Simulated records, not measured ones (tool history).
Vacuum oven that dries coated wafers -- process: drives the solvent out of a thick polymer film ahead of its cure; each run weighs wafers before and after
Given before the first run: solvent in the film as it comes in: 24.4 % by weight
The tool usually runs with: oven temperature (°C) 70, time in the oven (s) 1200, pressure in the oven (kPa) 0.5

run,hour,oven temperature (°C),time in the oven (s),pressure in the oven (kPa),solvent left in the film (%)
1,0,70,1200,0.5,1
2,29.8,78,1200,0.5,0.21
3,56.9,70,1200,0.5,0.99
4,95.3,81,1200,0.5,0.2
5,122.7,81,1200,0.5,0.2
6,174.4,81,1200,0.5,0.23
7,227.1,60,1200,0.5,4.72
8,283,60,1200,0.5,4.7
9,326,60,1200,0.5,4.71
10,356.3,60,1200,0.5,4.7
11,387.5,68,1140,0.322,1.46
12,448.1,71,1380,0.5,0.56
13,475.6,64,1380,0.588,2.13
14,532.8,64,1380,0.588,2.18
15,563.4,70,1320,1.242,1.05
16,618.7,70,1320,1.242,1.04
17,672,63,2100,1.327,1.53
18,724.5,63,2100,1.327,1.56

Each row is a separate what-if for the run after 18, all from the same tool condition, not one after another. Results?
A,767.8,63,1200,0.279,?
B,767.8,71,1200,0.5,?
C,767.8,79,2100,1.327,?
D,767.8,63,660,1.327,?
E,767.8,69,1200,0.5,?

run,solvent left in the film (%)
A,2.92
B,0.77
C,0.42
D,7.34
E,1.16
Without the tool's hidden state the same runs would have given:
run,solvent left in the film (%)
A,3.45
B,0.9
C,0.38
D,8.08
E,1.39
